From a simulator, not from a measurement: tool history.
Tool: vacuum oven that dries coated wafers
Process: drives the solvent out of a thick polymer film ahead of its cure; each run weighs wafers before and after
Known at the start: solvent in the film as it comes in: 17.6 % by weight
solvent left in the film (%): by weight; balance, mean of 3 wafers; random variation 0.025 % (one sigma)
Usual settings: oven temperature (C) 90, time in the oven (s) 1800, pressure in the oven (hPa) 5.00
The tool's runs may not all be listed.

run	hour	oven temperature (C)	time in the oven (s)	pressure in the oven (hPa)	solvent left in the film (%)
1	0.0	90	1800	5.00	1.37
2	66.1	90	1800	5.00	1.36
3	114.4	90	1800	5.00	1.39
4	160.5	90	1800	5.00	1.36
5	219.9	83	1800	5.00	2.67
6	273.3	90	1800	5.00	1.30
7	334.1	90	1800	5.00	1.35
8	374.8	90	1800	18.81	1.64
9	432.6	90	1800	18.81	1.62
10	477.1	90	1800	18.81	1.58
11	537.3	90	1020	5.00	3.44
# hour 588.6: vacuum gauge cleaned of residue and calibrated
12	600.4	90	1800	5.00	1.17
13	660.3	90	1800	5.00	1.12
14	713.5	80	2040	13.79	2.84
15	772.8	94	1800	5.00	0.64
16	815.9	94	1800	5.00	0.65
17	863.2	76	1680	2.51	4.45
18	908.7	81	2820	2.51	1.10
# hour 922.3: oven's thermocouples calibrated
19	968.2	102	900	17.17	1.86
20	1035.9	83	900	13.48	6.54
21	1087.0	83	900	13.48	6.49
22	1138.9	83	3060	11.78	1.26
23	1176.0	83	3060	11.78	1.18
24	1243.9	83	3060	11.78	1.26

The next listed run, before its measurement:
25	1281.0	83	3060	4.27	?

Run 25 gave solvent left in the film (%) 0.96.
Without the tool's hidden state the same run would have given solvent left in the film (%) 0.92.

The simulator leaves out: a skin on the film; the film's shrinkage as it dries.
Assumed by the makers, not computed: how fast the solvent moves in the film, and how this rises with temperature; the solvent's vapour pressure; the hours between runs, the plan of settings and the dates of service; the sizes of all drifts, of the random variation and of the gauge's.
